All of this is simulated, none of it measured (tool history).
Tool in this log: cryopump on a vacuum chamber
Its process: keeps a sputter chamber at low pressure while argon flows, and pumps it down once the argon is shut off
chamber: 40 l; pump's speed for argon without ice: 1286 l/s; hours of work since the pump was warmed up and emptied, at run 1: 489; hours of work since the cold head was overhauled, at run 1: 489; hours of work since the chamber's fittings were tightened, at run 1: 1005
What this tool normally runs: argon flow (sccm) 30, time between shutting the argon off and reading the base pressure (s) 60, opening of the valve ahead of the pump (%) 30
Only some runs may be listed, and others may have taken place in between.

| run | hour | argon flow (sccm) | time between shutting the argon off and reading the base pressure (s) | opening of the valve ahead of the pump (%) | hours of work since the pump was warmed up and emptied | hours of work since the cold head was overhauled | hours of work since the chamber's fittings were tightened | pressure while argon flows (Pa) | pressure after the wait (uPa) |
|---|---|---|---|---|---|---|---|---|---|
| 1 | 0.0 | 30 | 60 | 30 | 489 | 489 | 1005 | 0.1401 | 1.80 |
| 2 | 16.6 | 30 | 60 | 31 | 500 | 500 | 1015 | 0.1373 | 1.82 |
| 3 | 33.2 | 30 | 51 | 31 | 510 | 510 | 1026 | 0.1366 | 1.96 |
| 4 | 65.7 | 30 | 51 | 31 | 531 | 531 | 1047 | 0.1358 | 2.06 |
| 5 | 101.5 | 30 | 51 | 31 | 554 | 554 | 1069 | 0.1388 | 2.02 |
| 6 | 135.2 | 30 | 51 | 31 | 575 | 575 | 1091 | 0.1377 | 2.05 |
| 7 | 163.6 | 30 | 60 | 42 | 593 | 593 | 1109 | 0.1053 | 1.93 |
| 8 | 183.8 | 30 | 60 | 42 | 606 | 606 | 1122 | 0.1055 | 1.96 |
| 9 | 213.7 | 30 | 60 | 42 | 625 | 625 | 1141 | 0.1067 | 1.97 |
| 10 | 234.0 | 30 | 60 | 42 | 638 | 638 | 1154 | 0.1069 | 1.96 |
| 11 | 270.1 | 30 | 60 | 30 | 661 | 661 | 1177 | 0.1450 | 1.97 |
| 12 | 289.0 | 30 | 60 | 30 | 673 | 673 | 1189 | 0.1439 | 2.08 |
| 13 | 306.7 | 30 | 106 | 30 | 684 | 684 | 1200 | 0.1455 | 1.62 |
| 14 | 328.7 | 30 | 106 | 30 | 698 | 698 | 1214 | 0.1466 | 1.62 |
| 15 | 357.9 | 30 | 106 | 30 | 717 | 717 | 1232 | 0.1457 | 1.67 |
| 16 | 385.8 | 30 | 106 | 30 | 734 | 734 | 1250 | 0.1464 | 1.65 |
| 17 | 423.0 | 30 | 106 | 35 | 758 | 758 | 1274 | 0.1299 | 1.69 |
| 18 | 453.9 | 14 | 60 | 30 | 778 | 778 | 1293 | 0.0692 | 2.15 |
| 19 | 475.5 | 28 | 94 | 20 | 792 | 792 | 1307 | 0.2017 | 1.86 |
| 20 | 492.9 | 28 | 94 | 20 | 803 | 803 | 1318 | 0.2006 | 1.85 |
|  | 502.7 | pump warmed up, emptied and cooled again |
| 21 | 523.1 | 30 | 50 | 30 | 13 | 819 | 1334 | 0.1337 | 2.03 |
| 22 | 557.3 | 16 | 29 | 17 | 35 | 840 | 1356 | 0.1239 | 2.92 |
| 23 | 583.5 | 30 | 25 | 17 | 51 | 857 | 1373 | 0.2322 | 3.18 |
| 24 | 601.5 | 26 | 25 | 17 | 63 | 868 | 1384 | 0.2042 | 3.26 |
| 25 | 635.1 | 25 | 194 | 42 | 84 | 890 | 1406 | 0.0805 | 1.22 |
| 26 | 674.0 | 30 | 67 | 30 | 109 | 915 | 1430 | 0.1328 | 1.77 |
| 27 | 701.9 | 30 | 67 | 30 | 127 | 932 | 1448 | 0.1332 | 1.81 |
| 28 | 725.1 | 30 | 60 | 45 | 141 | 947 | 1463 | 0.0900 | 1.90 |
| 29 | 763.3 | 13 | 59 | 27 | 166 | 971 | 1487 | 0.0649 | 1.93 |
| 30 | 780.5 | 25 | 119 | 54 | 177 | 982 | 1498 | 0.0629 | 1.53 |
| 31 | 818.8 | 47 | 79 | 30 | 201 | 1007 | 1522 | 0.2119 | 1.77 |
| 32 | 859.4 | 47 | 79 | 30 | 227 | 1033 | 1548 | 0.2115 | 1.82 |
| 33 | 889.2 | 15 | 55 | 25 | 246 | 1052 | 1567 | 0.0816 | 2.12 |
| 34 | 925.4 | 15 | 55 | 25 | 269 | 1075 | 1590 | 0.0818 | 2.17 |
| 35 | 964.9 | 19 | 55 | 21 | 294 | 1100 | 1615 | 0.1224 | 2.20 |

Some steps in pressure while argon flows (Pa), run to run, broken into two amounts with sign: the step expected even without the hidden condition (settings, incoming material, random variation), and the rest, left for the hidden condition together with whatever gauge scatter is not in both the measured and the hidden-condition-free result:
The tool's hidden condition here consists of: pump's speed, % of a pump's without ice; cold plate's temperature, K; leak into the chamber, uPa l/s; drift of the gauge itself on working_pa, %; drift of the gauge itself on base_upa, %.
Run 17 -> 18: argon flow (sccm) 30 -> 14, time between shutting the argon off and reading the base pressure (s) 106 -> 60, opening of the valve ahead of the pump (%) 35 -> 30. pressure while argon flows (Pa) -0.0607: hidden state -0.0086, all else -0.0521.
Run 18 -> 19: argon flow (sccm) 14 -> 28, time between shutting the argon off and reading the base pressure (s) 60 -> 94, opening of the valve ahead of the pump (%) 30 -> 20. pressure while argon flows (Pa) +0.1325: hidden state +0.0086, all else +0.1239.
Run 20 -> 21: argon flow (sccm) 28 -> 30, time between shutting the argon off and reading the base pressure (s) 94 -> 50, opening of the valve ahead of the pump (%) 20 -> 30, pump warmed up, emptied and cooled again. pressure while argon flows (Pa) -0.0669: hidden state -0.0163, all else -0.0506.
Run 30 -> 31: argon flow (sccm) 25 -> 47, time between shutting the argon off and reading the base pressure (s) 119 -> 79, opening of the valve ahead of the pump (%) 54 -> 30. pressure while argon flows (Pa) +0.1490: hidden state +0.0031, all else +0.1459.
Run 32 -> 33: argon flow (sccm) 47 -> 15, time between shutting the argon off and reading the base pressure (s) 79 -> 55, opening of the valve ahead of the pump (%) 30 -> 25. pressure while argon flows (Pa) -0.1299: hidden state -0.0043, all else -0.1256.
